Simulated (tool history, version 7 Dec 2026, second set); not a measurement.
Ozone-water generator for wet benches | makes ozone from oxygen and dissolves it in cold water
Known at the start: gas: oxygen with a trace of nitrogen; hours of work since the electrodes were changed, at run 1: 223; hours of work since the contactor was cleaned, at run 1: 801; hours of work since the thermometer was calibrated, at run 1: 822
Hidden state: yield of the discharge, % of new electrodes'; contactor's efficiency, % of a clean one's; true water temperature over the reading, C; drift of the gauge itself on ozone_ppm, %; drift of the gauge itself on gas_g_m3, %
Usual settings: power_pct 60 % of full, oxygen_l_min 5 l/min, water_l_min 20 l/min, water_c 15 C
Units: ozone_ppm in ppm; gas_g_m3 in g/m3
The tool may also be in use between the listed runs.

run,hour,power_pct,oxygen_l_min,water_l_min,water_c,hours of work since the electrodes were changed,hours of work since the contactor was cleaned,hours of work since the thermometer was calibrated,ozone_ppm,gas_g_m3
1,0,60,5,20,15,223,801,822,22.3,176.7
2,19,60,5,20,15,235,813,834,22.1,176.1
3,39.1,66,5,20,15,247,825,846,23.8,192.1
4,62.5,66,2.58,20,15,262,840,861,22.4,278.4
5,93.9,66,2.58,20,15,281,859,880,22.2,282.7
6,125.2,66,2.58,24,15,300,878,899,18.9,281.8
7,157.1,66,2.58,24,15,320,898,919,19,284.7
8,178.6,66,2.58,24,15,333,911,932,18.9,284
9,199.2,66,2.58,24,15,346,924,945,19.1,285.5
10,219.2,66,2.58,24,15,358,936,957,18.8,281.6
11,252.2,66,2.58,24,15,379,956,978,19.4,282.7
12,267,48,5.17,24,15,388,966,987,15.4,144
13,294.5,48,5.17,24,15,405,983,1004,15.6,142.4
14,322.2,60,3.18,24,13,422,1000,1021,18.2,233.2
15,348.7,60,3.18,24,13,438,1016,1037,18.2,233.4
16,382.5,44,4.85,23,8,459,1037,1058,16,137.4
17,406.4,44,4.85,19,8,474,1052,1073,18.9,137.3
# hour 419.6: gauge calibrated
18,434.8,44,4.85,19,8,491,1069,1090,18.7,134.5
19,468.9,44,8.31,20,7,512,1090,1111,18.5,100.6
20,485.4,77,6.46,30,19,522,1100,1121,19,195.6

3 ways to go on from here, each from the tool as it stands after run 20. What would each give?
A,513.3,77,6.46,16,11,540,1117,1139,?,?
B,513.3,92,5,20,15,540,1117,1139,?,?
C,513.3,89,5.35,20,15,540,1117,1139,?,?

run,ozone_ppm,gas_g_m3
A,35.1,192.9
B,33.4,264.7
C,32,246.5
Without the tool's hidden state the same runs would have given:
run,ozone_ppm,gas_g_m3
A,35.1,191.7
B,33.4,263
C,32,244.9
